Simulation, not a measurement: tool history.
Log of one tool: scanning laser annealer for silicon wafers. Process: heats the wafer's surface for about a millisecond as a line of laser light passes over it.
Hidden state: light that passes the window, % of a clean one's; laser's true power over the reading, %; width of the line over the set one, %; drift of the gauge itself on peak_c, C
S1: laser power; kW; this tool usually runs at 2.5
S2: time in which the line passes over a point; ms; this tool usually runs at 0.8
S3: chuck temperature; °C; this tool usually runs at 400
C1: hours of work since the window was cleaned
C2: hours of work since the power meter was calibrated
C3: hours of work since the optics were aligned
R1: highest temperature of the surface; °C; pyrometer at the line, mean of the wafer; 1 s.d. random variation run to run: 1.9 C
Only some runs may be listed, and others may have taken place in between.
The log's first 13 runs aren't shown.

run    hour     S1     S2   S3   C1    C2    C3    R1
 14   821.8    2.5    0.8  431  403   814   778  1125
 15     908    2.5    0.8  400  469   881   844  1092
 16   993.4    2.5    0.8  400  536   947   911  1085
 17  1061.1    2.5    0.8  400  588  1000   963  1086
 18  1138.8    2.5    0.8  383  648  1060  1023  1065
 19  1225.2    2.5    0.8  383  716  1127  1091  1061
     1306.4  -- window over the wafer cleaned
 20  1316.2  2.536  0.751  403    8  1196  1160  1110
 21  1403.8  2.488  0.838  372   76  1264  1227  1101
 22  1477.3  2.488  0.838  372  133  1321  1284  1092
 23  1559.5  2.665    0.8  400  196  1385  1348  1164
 24  1636.4  2.665    0.8  400  256  1444  1408  1160
 25  1712.6  2.433  0.662  409  315  1503  1467  1012
 26  1779.4  2.645  0.801  422  367  1555  1519  1171
 27  1872.9  2.645  0.715  373  439  1628  1591  1067
 28  1949.9  2.368  0.645  392  499  1687  1651   964
 29  2016.7  2.368  0.657  410  551  1739  1703   980
 30  2085.6  2.352  0.599  400  604  1793  1756   931
       2117  -- optics aligned, line set to its width
 31  2145.2  2.409  0.723  370  647  1835    22   995
 32  2214.9  2.521  0.723  372  701  1889    76  1031
 33  2268.8  2.236    0.8  410  743  1931   118  1012

Forecast each of these 4 alternatives for the next run:
     2312.4  -- window over the wafer cleaned
  A  2329.9  2.598    0.8  400  14  1977  164   ?
     2312.4  -- window over the wafer cleaned
  B  2329.9  2.551  0.763  363  14  1977  164   ?
     2312.4  -- window over the wafer cleaned
  C  2329.9  2.519  0.634  400  14  1977  164   ?
     2312.4  -- window over the wafer cleaned
  D  2329.9    2.5    0.8  363  14  1977  164   ?

run    R1
  A  1165
  B  1094
  C  1041
  D  1092
Without the tool's hidden state the same runs would have given:
run    R1
  A  1157
  B  1086
  C  1034
  D  1084
